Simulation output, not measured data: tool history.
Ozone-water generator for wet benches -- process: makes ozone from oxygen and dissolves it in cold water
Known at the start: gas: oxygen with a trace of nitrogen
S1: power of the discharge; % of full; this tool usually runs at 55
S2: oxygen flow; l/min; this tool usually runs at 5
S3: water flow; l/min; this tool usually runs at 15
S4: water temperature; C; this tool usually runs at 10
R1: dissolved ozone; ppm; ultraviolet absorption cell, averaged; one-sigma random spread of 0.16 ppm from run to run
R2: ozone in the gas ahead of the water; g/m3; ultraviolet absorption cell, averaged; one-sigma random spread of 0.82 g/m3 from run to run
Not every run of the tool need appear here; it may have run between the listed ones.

run 1 day=0 | S1=55 S2=5 S3=15 S4=10 | R1=18.6 R2=125.6
run 2 day=3.712 | S1=55 S2=5 S3=15 S4=10 | R1=18.5 R2=126.6
run 3 day=6.883 | S1=55 S2=5 S3=15 S4=10 | R1=18.6 R2=123.9
run 4 day=9.025 | S1=55 S2=5 S3=15 S4=10 | R1=18.8 R2=125.3
run 5 day=11.746 | S1=55 S2=5 S3=16 S4=10 | R1=17.9 R2=125.3
run 6 day=15.792 | S1=55 S2=3.11 S3=15 S4=10 | R1=17.2 R2=156.4
run 7 day=18.988 | S1=55 S2=5 S3=15 S4=10 | R1=18.6 R2=126.1
run 8 day=21.692 | S1=55 S2=5 S3=18 S4=10 | R1=16.1 R2=124.9
run 9 day=23.55 | S1=55 S2=5 S3=18 S4=10 | R1=15.9 R2=125.9
run 10 day=26.471 | S1=55 S2=3.62 S3=15 S4=10 | R1=17.7 R2=145.2
run 11 day=29.733 | S1=56 S2=3.94 S3=10 S4=10 | R1=25 R2=140.6
run 12 day=32.8 | S1=56 S2=2.82 S3=10 S4=16 | R1=22.4 R2=165.6
-- day=33.008 water thermometer calibrated
run 13 day=34.938 | S1=98 S2=5 S3=15 S4=10 | R1=27 R2=183
run 14 day=36.625 | S1=98 S2=3.19 S3=14 S4=10 | R1=27 R2=225.7
run 15 day=40 | S1=55 S2=4.83 S3=15 S4=5 | R1=19.6 R2=126
run 16 day=42.838 | S1=55 S2=4.83 S3=15 S4=5 | R1=19.6 R2=124.9
-- day=43.038 water thermometer calibrated, once more
run 17 day=44.867 | S1=55 S2=4.83 S3=15 S4=5 | R1=19.8 R2=126.5
run 18 day=47.158 | S1=62 S2=5 S3=12 S4=13 | R1=22.2 R2=135.3

Measured minus without-hidden-state, run by run (identical run-to-run variation in each term; gauge scatter may differ):
The hidden state here: yield of the discharge, % of new electrodes'; contactor's efficiency, % of a clean one's; true water temperature over the reading, C; drift of the gauge itself on ozone_ppm, %; drift of the gauge itself on gas_g_m3, %.
run=1 R1=-1.7 R2=-3.4
run=2 R1=-1.7 R2=-3.5
run=3 R1=-1.7 R2=-3.5
run=4 R1=-1.8 R2=-3.7
run=5 R1=-1.8 R2=-3.7
run=6 R1=-1.7 R2=-4.7
run=7 R1=-1.8 R2=-3.9
run=8 R1=-1.7 R2=-4
run=9 R1=-1.7 R2=-4
run=10 R1=-1.8 R2=-4.7
run=11 R1=-2 R2=-4.8
run=12 R1=-1.9 R2=-5.6
run=13 R1=-3.3 R2=-9.3
run=14 R1=-3.2 R2=-11.6
run=15 R1=-2.1 R2=-4.4
run=16 R1=-2.1 R2=-4.5
run=17 R1=-2.1 R2=-4.7
run=18 R1=-2.2 R2=-5.5
